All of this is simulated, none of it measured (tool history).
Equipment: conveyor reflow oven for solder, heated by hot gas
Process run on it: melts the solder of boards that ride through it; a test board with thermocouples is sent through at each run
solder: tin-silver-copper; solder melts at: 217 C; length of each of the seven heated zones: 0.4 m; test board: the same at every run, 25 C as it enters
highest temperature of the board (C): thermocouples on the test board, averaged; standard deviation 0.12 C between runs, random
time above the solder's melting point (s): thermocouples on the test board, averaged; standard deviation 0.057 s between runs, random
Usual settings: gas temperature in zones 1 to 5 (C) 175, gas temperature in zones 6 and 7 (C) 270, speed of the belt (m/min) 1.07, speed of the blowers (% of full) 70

run,hour,gas temperature in zones 1 to 5 (C),gas temperature in zones 6 and 7 (C),speed of the belt (m/min),speed of the blowers (% of full),highest temperature of the board (C),time above the solder's melting point (s)
1,0,175,270,1.07,70,255.6,35.91
2,31.1,175,270,1.07,70,255.1,35.84
3,48.1,175,270,1.07,70,255.1,35.62
4,82.7,175,270,1.07,65,253.5,34.86
5,107.7,175,270,1.07,65,253.3,34.77
6,137.2,175,270,1.07,65,252.7,34.76
# hour 176: flux residue cleaned out of gas plates and filters
7,177.8,175,270,1.07,65,254,35.38
8,197.4,175,270,1.07,65,253.9,35.32
9,226.7,175,270,1.07,65,253.9,35.35
10,250.1,175,270,1.07,52,249.5,32.62
11,274.5,175,270,1.07,80,257.1,37.04
12,294.3,175,270,1.1,70,253.9,34.31
13,310.8,180,270,1.07,70,255.5,37.26
14,326.3,175,270,0.94,70,258.4,42.94
15,356.2,175,270,0.94,70,258,42.84
# hour 390.1: flux residue cleaned out of gas plates and filters
16,396.9,169,278,1.09,54,255.6,33.54
17,428.1,175,270,1.13,89,257.6,35.47
18,448.2,175,270,1.13,89,257.5,35.36
19,483.3,175,270,1.13,89,257.2,35.31
# hour 488.9: belt drive overhauled, speed set with a stopwatch
20,505.4,175,270,1.13,89,257.1,35.57
21,530.1,175,270,1.13,89,257,35.37
22,566.7,175,270,1.13,89,256.7,35.29
# hour 586.9: belt drive overhauled, speed set with a stopwatch, once more
23,596.6,189,269,1.07,69,254.4,37.96
# hour 613.7: flux residue cleaned out of gas plates and filters
# hour 624.9: thermocouples of zones 6 and 7 changed
24,637.2,174,268,0.87,87,260.7,46.85
25,658.2,175,270,1.18,70,251.1,29.85
26,689.1,174,274,1.07,70,257.9,35.78
27,707,179,281,1.06,70,265,39.65
28,727.4,179,281,1.06,70,264.8,39.62
29,763.8,179,281,1.06,70,264.7,39.44

Alternative continuations, all from the tool just after run 29; predict every row:
A,800.3,179,281,1.03,71,?,?
B,800.3,179,281,0.89,70,?,?
C,800.3,161,270,1.07,75,?,?
D,800.3,180,281,1.07,70,?,?
E,800.3,184,273,1.06,87,?,?

run,highest temperature of the board (C),time above the solder's melting point (s)
A,265.6,40.96
B,269.7,49.07
C,252.4,31.4
D,263.9,39.26
E,261.4,39.94
Had the tool no hidden state, the same runs would have come out as:
run,highest temperature of the board (C),time above the solder's melting point (s)
A,266.8,41.24
B,270.8,49.23
C,253.9,32.07
D,265.2,39.57
E,262.6,40.24
